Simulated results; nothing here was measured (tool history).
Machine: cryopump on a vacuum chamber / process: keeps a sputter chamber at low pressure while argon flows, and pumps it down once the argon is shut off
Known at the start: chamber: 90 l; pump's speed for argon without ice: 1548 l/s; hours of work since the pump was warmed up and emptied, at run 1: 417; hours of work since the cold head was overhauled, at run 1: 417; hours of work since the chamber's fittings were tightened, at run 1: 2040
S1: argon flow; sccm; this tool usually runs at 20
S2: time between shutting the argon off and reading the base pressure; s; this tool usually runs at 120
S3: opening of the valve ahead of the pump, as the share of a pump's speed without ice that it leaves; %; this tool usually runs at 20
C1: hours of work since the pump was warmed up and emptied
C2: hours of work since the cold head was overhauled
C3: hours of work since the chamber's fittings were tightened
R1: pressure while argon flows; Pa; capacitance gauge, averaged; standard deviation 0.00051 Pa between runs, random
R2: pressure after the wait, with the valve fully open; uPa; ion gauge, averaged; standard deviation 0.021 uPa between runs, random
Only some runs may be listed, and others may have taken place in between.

Run 1, day 0.000: usual settings; C1 417; C2 417; C3 2040. Result: R1 0.1129 Pa, R2 1.06 uPa.
Run 2, day 1.688: usual settings; C1 436; C2 436; C3 2060. Result: R1 0.1132 Pa, R2 1.09 uPa.
Run 3, day 2.608: usual settings; C1 447; C2 447; C3 2071. Result: R1 0.1135 Pa, R2 1.08 uPa.
Run 4, day 4.462: usual settings but S2 38 s; C1 469; C2 469; C3 2092. Result: R1 0.1138 Pa, R2 1.67 uPa.
Run 5, day 5.433: usual settings but S2 38 s; C1 480; C2 480; C3 2103. Result: R1 0.1134 Pa, R2 1.64 uPa.
Run 6, day 6.783: usual settings but S1 10 sccm; C1 496; C2 496; C3 2119. Result: R1 0.0568 Pa, R2 1.20 uPa.
Run 7, day 8.246: usual settings but S1 11 sccm; C1 512; C2 512; C3 2136. Result: R1 0.0633 Pa, R2 1.21 uPa.
Run 8, day 10.304: usual settings but S1 11 sccm; C1 536; C2 536; C3 2160. Result: R1 0.0625 Pa, R2 1.18 uPa.
Run 9, day 11.308: usual settings but S1 11 sccm; C1 548; C2 548; C3 2171. Result: R1 0.0633 Pa, R2 1.19 uPa.
Run 10, day 12.583: usual settings but S1 11 sccm; C1 563; C2 563; C3 2186. Result: R1 0.0632 Pa, R2 1.11 uPa.
At day 13.012: pump warmed up, emptied and cooled again.
Run 11, day 13.900: usual settings but S3 54 %; C1 10; C2 576; C3 2199. Result: R1 0.0404 Pa, R2 1.01 uPa.
Run 12, day 14.908: usual settings but S3 54 %; C1 22; C2 587; C3 2211. Result: R1 0.0414 Pa, R2 0.99 uPa.
Run 13, day 16.279: usual settings but S3 54 %; C1 38; C2 603; C3 2227. Result: R1 0.0401 Pa, R2 0.99 uPa.
Run 14, day 17.404: usual settings but S2 209 s; C1 51; C2 616; C3 2240. Result: R1 0.1099 Pa, R2 0.90 uPa.
Run 15, day 18.283: usual settings but S1 10 sccm, S2 209 s; C1 61; C2 626; C3 2250. Result: R1 0.0554 Pa, R2 0.94 uPa.
Run 16, day 19.529: usual settings but S1 10 sccm, S2 209 s; C1 76; C2 641; C3 2264. Result: R1 0.0546 Pa, R2 0.93 uPa.
Run 17, day 21.304: usual settings but S2 98 s; C1 96; C2 662; C3 2285. Result: R1 0.1104 Pa, R2 1.08 uPa.
Run 18, day 22.233: usual settings but S2 98 s; C1 107; C2 672; C3 2296. Result: R1 0.1107 Pa, R2 1.12 uPa.
Run 19, day 23.150: usual settings but S1 9 sccm, S2 44 s, S3 34 %; C1 118; C2 683; C3 2306. Result: R1 0.0294 Pa, R2 1.48 uPa.
Run 20, day 24.162: usual settings but S3 15 %; C1 129; C2 695; C3 2318. Result: R1 0.1471 Pa, R2 1.06 uPa.
Run 21, day 25.358: usual settings but S3 15 %; C1 143; C2 709; C3 2332. Result: R1 0.1459 Pa, R2 1.06 uPa.
Run 22, day 27.379: usual settings but S1 23 sccm, S2 33 s, S3 15 %; C1 167; C2 732; C3 2355. Result: R1 0.1686 Pa, R2 1.74 uPa.
Run 23, day 28.625: usual settings but S1 13 sccm, S2 25 s, S3 34 %; C1 181; C2 746; C3 2370. Result: R1 0.0427 Pa, R2 2.01 uPa.
Run 24, day 30.508: usual settings but S1 10 sccm, S2 292 s, S3 57 %; C1 203; C2 768; C3 2392. Result: R1 0.0204 Pa, R2 0.97 uPa.
Run 25, day 31.433: usual settings but S1 15 sccm, S3 54 %; C1 214; C2 779; C3 2402. Result: R1 0.0321 Pa, R2 1.13 uPa.
At day 32.371: leaking fittings of the chamber tightened, without venting.
Run 26, day 33.354: usual settings but S1 17 sccm, S3 40 %; C1 235; C2 800; C3 11. Result: R1 0.0482 Pa, R2 0.47 uPa.
Run 27, day 34.658: usual settings but S1 17 sccm, S3 40 %; C1 250; C2 815; C3 26. Result: R1 0.0481 Pa, R2 0.48 uPa.
Run 28, day 35.862: usual settings but S1 17 sccm, S3 40 %; C1 264; C2 829; C3 40. Result: R1 0.0485 Pa, R2 0.41 uPa.
Run 29, day 36.758: usual settings but S1 37 sccm, S3 16 %; C1 274; C2 840; C3 51. Result: R1 0.2586 Pa, R2 0.49 uPa.
Run 30, day 38.421: usual settings but S2 56 s; C1 294; C2 859; C3 70. Result: R1 0.1109 Pa, R2 0.80 uPa.
Run 31, day 39.879: usual settings but S3 37 %; C1 311; C2 876; C3 87. Result: R1 0.0616 Pa, R2 0.49 uPa.
Run 32, day 41.462: usual settings but S3 37 %; C1 329; C2 894; C3 105. Result: R1 0.0622 Pa, R2 0.50 uPa.

Run 33, settings as shown, results not yet in. Your forecast:
Run 33, day 42.667: usual settings but S3 37 %; C1 343; C2 908; C3 119. Result: R1 ?, R2 ?.

Run 33 measured R1 0.0617 Pa, R2 0.51 uPa.
The same run, on a tool lacking any hidden state, would have yielded R1 0.0584 Pa, R2 0.44 uPa.

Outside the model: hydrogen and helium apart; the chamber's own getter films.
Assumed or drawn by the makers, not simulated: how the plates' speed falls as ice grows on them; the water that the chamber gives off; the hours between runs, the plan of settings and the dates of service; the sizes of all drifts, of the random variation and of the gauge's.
